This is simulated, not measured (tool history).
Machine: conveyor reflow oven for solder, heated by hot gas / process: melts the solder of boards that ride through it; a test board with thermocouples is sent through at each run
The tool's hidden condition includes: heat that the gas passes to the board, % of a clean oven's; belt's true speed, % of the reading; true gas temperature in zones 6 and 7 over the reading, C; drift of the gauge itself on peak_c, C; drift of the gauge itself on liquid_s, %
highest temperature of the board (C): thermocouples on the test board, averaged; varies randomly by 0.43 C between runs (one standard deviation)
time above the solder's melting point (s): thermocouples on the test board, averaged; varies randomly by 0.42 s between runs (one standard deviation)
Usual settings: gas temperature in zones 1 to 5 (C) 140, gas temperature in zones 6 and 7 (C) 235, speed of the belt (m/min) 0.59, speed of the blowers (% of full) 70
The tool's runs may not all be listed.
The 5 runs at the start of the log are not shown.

run	hour	gas temperature in zones 1 to 5 (C)	gas temperature in zones 6 and 7 (C)	speed of the belt (m/min)	speed of the blowers (% of full)	hours of work since the flux was cleaned out	hours of work since the belt drive was overhauled	hours of work since the thermocouples were changed	highest temperature of the board (C)	time above the solder's melting point (s)
6	270.7	140	235	0.488	72	324	1014	812	219.6	80.5
7	334.5	140	235	0.59	70	372	1062	860	213.6	58.3
# hour 363.9: flux residue cleaned out of gas plates and filters
# hour 375.6: belt drive overhauled, speed set with a stopwatch
8	388.2	140	235	0.59	70	15	9	893	214.2	58.6
9	429.5	140	235	0.59	70	46	41	924	214.1	57.9
10	480.1	140	249	0.59	70	84	79	963	225.8	67.7
11	541	140	249	0.59	70	130	125	1008	225.3	67.5
12	607.7	140	249	0.59	70	181	175	1059	224.6	67.4
13	644.8	140	242	0.59	70	208	203	1087	218.7	62.5
14	690	140	242	0.59	70	242	237	1121	219.4	62.2
15	744.7	140	235	0.59	51	284	278	1162	207.2	48.8
16	800.3	140	235	0.59	51	326	320	1204	206.4	49.2
# hour 805.5: thermocouples of zones 6 and 7 changed
17	861.2	132	235	0.576	62	370	364	42	211.6	53.2
# hour 893: flux residue cleaned out of gas plates and filters
18	930.3	134	235	0.498	62	28	412	90	218.8	71.7
19	979.9	126	227	0.572	83	65	450	128	210.3	53.4
20	1022	131	230	0.505	83	97	481	159	217.1	70
21	1082.7	137	233	0.593	70	143	527	205	213.1	56.2
22	1141.7	137	233	0.593	70	187	571	249	212.3	56.4
23	1200.5	129	235	0.671	56	232	616	294	202.2	34.4
24	1229.6	147	242	0.59	70	253	638	316	222.1	68.1
25	1270.2	141	242	0.59	70	284	668	346	221	63.7
26	1300.1	126	230	0.59	85	307	691	369	210.5	51.9
27	1363.5	126	230	0.59	85	354	738	416	211.2	50.8
28	1390.8	126	230	0.59	85	375	759	437	210.1	50.9
# hour 1417.7: flux residue cleaned out of gas plates and filters
29	1448	135	236	0.624	85	23	798	476	217.2	58
30	1482.5	135	248	0.624	85	49	824	502	228	63.9

Alternative continuations, all from the tool just after run 30; predict every row:
A	1530.5	141	248	0.692	85	85	860	538	?	?
B	1530.5	140	235	0.472	70	85	860	538	?	?
C	1530.5	135	248	0.619	85	85	860	538	?	?
D	1530.5	149	235	0.59	70	85	860	538	?	?

run	highest temperature of the board (C)	time above the solder's melting point (s)
A	224.4	57.5
B	222.3	84.3
C	227.3	64.3
D	216.1	65.5
The same runs, with their run-to-run variation unchanged, on a tool lacking any hidden condition would have given:
run	highest temperature of the board (C)	time above the solder's melting point (s)
A	225.7	57.3
B	223.6	83.9
C	228.7	64
D	217.4	65.4
